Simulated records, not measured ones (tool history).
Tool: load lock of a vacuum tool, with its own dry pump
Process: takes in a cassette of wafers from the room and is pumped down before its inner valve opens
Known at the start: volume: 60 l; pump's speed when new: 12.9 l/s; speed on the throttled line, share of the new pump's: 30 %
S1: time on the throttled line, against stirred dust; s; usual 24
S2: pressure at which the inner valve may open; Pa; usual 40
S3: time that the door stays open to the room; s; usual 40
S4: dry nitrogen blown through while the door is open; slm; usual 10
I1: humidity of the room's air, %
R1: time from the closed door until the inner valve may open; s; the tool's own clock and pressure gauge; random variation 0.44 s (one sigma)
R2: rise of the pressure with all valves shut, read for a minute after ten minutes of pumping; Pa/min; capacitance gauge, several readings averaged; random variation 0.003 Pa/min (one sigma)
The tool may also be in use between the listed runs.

| run | hour | S1 | S2 | S3 | S4 | I1 | R1 | R2 |
|---|---|---|---|---|---|---|---|---|
| 1 | 0.0 | 24 | 40 | 40 | 10 | 46.3 | 54.0 | 0.298 |
|  | 56.1 | door's seal changed, seat wiped |
| 2 | 107.5 | 24 | 40 | 40 | 10 | 43.9 | 53.4 | 0.021 |
| 3 | 279.8 | 24 | 40 | 40 | 10 | 47.2 | 54.3 | 0.026 |
| 4 | 386.6 | 24 | 40 | 40 | 10 | 40.7 | 54.5 | 0.023 |
| 5 | 520.1 | 24 | 40 | 40 | 10 | 43.9 | 53.9 | 0.030 |
| 6 | 613.2 | 24 | 40 | 40 | 10 | 45.4 | 53.5 | 0.022 |
| 7 | 715.8 | 15 | 40 | 40 | 10 | 47.6 | 48.5 | 0.023 |
| 8 | 832.5 | 15 | 40 | 40 | 10 | 42.4 | 47.8 | 0.029 |
| 9 | 923.1 | 24 | 40 | 40 | 10 | 48.3 | 54.6 | 0.028 |
| 10 | 1040.1 | 24 | 40 | 40 | 10 | 44.8 | 53.9 | 0.031 |
| 11 | 1127.2 | 24 | 40 | 40 | 10 | 45.4 | 55.0 | 0.029 |
| 12 | 1308.0 | 15 | 40 | 40 | 10 | 43.4 | 49.1 | 0.029 |
| 13 | 1429.5 | 15 | 40 | 40 | 15 | 45.9 | 48.0 | 0.032 |
| 14 | 1513.9 | 15 | 40 | 40 | 15 | 46.5 | 47.8 | 0.037 |
| 15 | 1620.2 | 15 | 40 | 40 | 15 | 45.1 | 48.3 | 0.032 |
| 16 | 1776.6 | 15 | 40 | 40 | 15 | 44.5 | 48.5 | 0.036 |
| 17 | 1853.7 | 24 | 30 | 40 | 10 | 46.9 | 55.4 | 0.037 |
| 18 | 2002.9 | 24 | 36 | 40 | 10 | 44.1 | 55.7 | 0.039 |
| 19 | 2179.3 | 24 | 36 | 121 | 10 | 45.2 | 55.5 | 0.055 |
| 20 | 2318.6 | 24 | 36 | 121 | 10 | 44.0 | 55.5 | 0.061 |
| 21 | 2427.9 | 24 | 36 | 139 | 7 | 44.9 | 55.7 | 0.069 |
| 22 | 2560.7 | 24 | 36 | 139 | 7 | 42.1 | 55.4 | 0.064 |
| 23 | 2671.2 | 17 | 71 | 128 | 27 | 47.3 | 47.8 | 0.058 |
| 24 | 2798.1 | 36 | 41 | 90 | 27 | 47.9 | 62.6 | 0.057 |
| 25 | 2949.8 | 14 | 54 | 40 | 44 | 47.4 | 46.7 | 0.053 |
| 26 | 3081.4 | 14 | 54 | 40 | 18 | 47.0 | 46.5 | 0.057 |
| 27 | 3200.4 | 20 | 40 | 40 | 16 | 43.5 | 52.6 | 0.054 |
| 28 | 3291.9 | 24 | 40 | 32 | 6 | 40.7 | 54.5 | 0.058 |
| 29 | 3470.7 | 24 | 40 | 32 | 6 | 44.6 | 55.8 | 0.064 |
| 30 | 3643.2 | 24 | 40 | 98 | 6 | 41.7 | 55.7 | 0.070 |
| 31 | 3744.1 | 24 | 77 | 40 | 10 | 42.2 | 52.8 | 0.061 |
| 32 | 3912.8 | 24 | 71 | 48 | 10 | 48.6 | 52.2 | 0.077 |
| 33 | 4079.1 | 17 | 35 | 191 | 39 | 46.3 | 50.7 | 0.081 |
| 34 | 4155.4 | 14 | 50 | 40 | 12 | 40.0 | 47.6 | 0.072 |
| 35 | 4301.4 | 14 | 50 | 40 | 12 | 47.0 | 47.0 | 0.076 |
| 36 | 4430.8 | 14 | 50 | 40 | 12 | 43.8 | 47.3 | 0.078 |
| 37 | 4511.9 | 24 | 40 | 40 | 4 | 44.2 | 55.0 | 0.081 |

3 ways to go on from here, each from the tool as it stands after run 37. What would each give?
| A | 4591.4 | 24 | 40 | 40 | 4 | 43.0 | ? | ? |
| B | 4591.4 | 24 | 49 | 96 | 10 | 46.2 | ? | ? |
| C | 4591.4 | 46 | 40 | 28 | 9 | 48.7 | ? | ? |

| run | R1 | R2 |
|---|---|---|
| A | 54.9 | 0.081 |
| B | 54.5 | 0.096 |
| C | 69.7 | 0.083 |
Without the tool's hidden state the same runs would have given:
| run | R1 | R2 |
|---|---|---|
| A | 52.9 | 0.020 |
| B | 52.5 | 0.035 |
| C | 68.1 | 0.023 |
